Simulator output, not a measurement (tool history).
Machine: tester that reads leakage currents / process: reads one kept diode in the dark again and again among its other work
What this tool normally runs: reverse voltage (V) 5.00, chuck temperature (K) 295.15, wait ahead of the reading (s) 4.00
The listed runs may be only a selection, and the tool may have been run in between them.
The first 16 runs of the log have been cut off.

run	day	reverse voltage (V)	chuck temperature (K)	wait ahead of the reading (s)	current that the tester gives (pA)
17	31.733	5.00	331.15	4.60	1266.39
18	33.825	8.69	301.15	1.25	156.88
19	36.271	8.69	301.15	0.45	159.30
20	38.825	7.57	296.15	0.45	98.24
21	40.354	1.37	297.15	8.27	37.56
22	41.450	3.47	299.15	0.50	77.70
23	42.654	3.47	299.15	0.50	77.97
24	44.679	3.47	299.15	0.50	77.49
# day 45.325: probe card cleaned and baked
25	46.142	2.85	296.15	0.50	48.94
26	48.646	2.85	296.15	0.50	48.63
27	51.088	2.85	296.15	0.50	48.89
28	53.229	5.00	306.15	3.59	161.81
29	55.333	9.06	306.15	4.89	226.08
30	56.633	5.48	303.15	5.54	131.43
31	58.046	5.00	310.15	9.92	227.20
32	59.392	5.00	310.15	2.19	227.84
33	61.488	5.67	295.15	4.00	65.32

4 ways to go on from here, each from the tool as it stands after run 33. What would each give?
A	63.521	5.00	322.15	0.64	?
B	63.521	2.64	318.15	4.51	?
C	63.521	6.92	296.15	0.37	?
D	63.521	8.26	311.15	1.79	?

run	current that the tester gives (pA)
A	610.54
B	309.58
C	82.85
D	330.23
The same runs, with their run-to-run variation unchanged, on a tool lacking any hidden condition would have given:
run	current that the tester gives (pA)
A	674.71
B	343.16
C	89.62
D	364.93
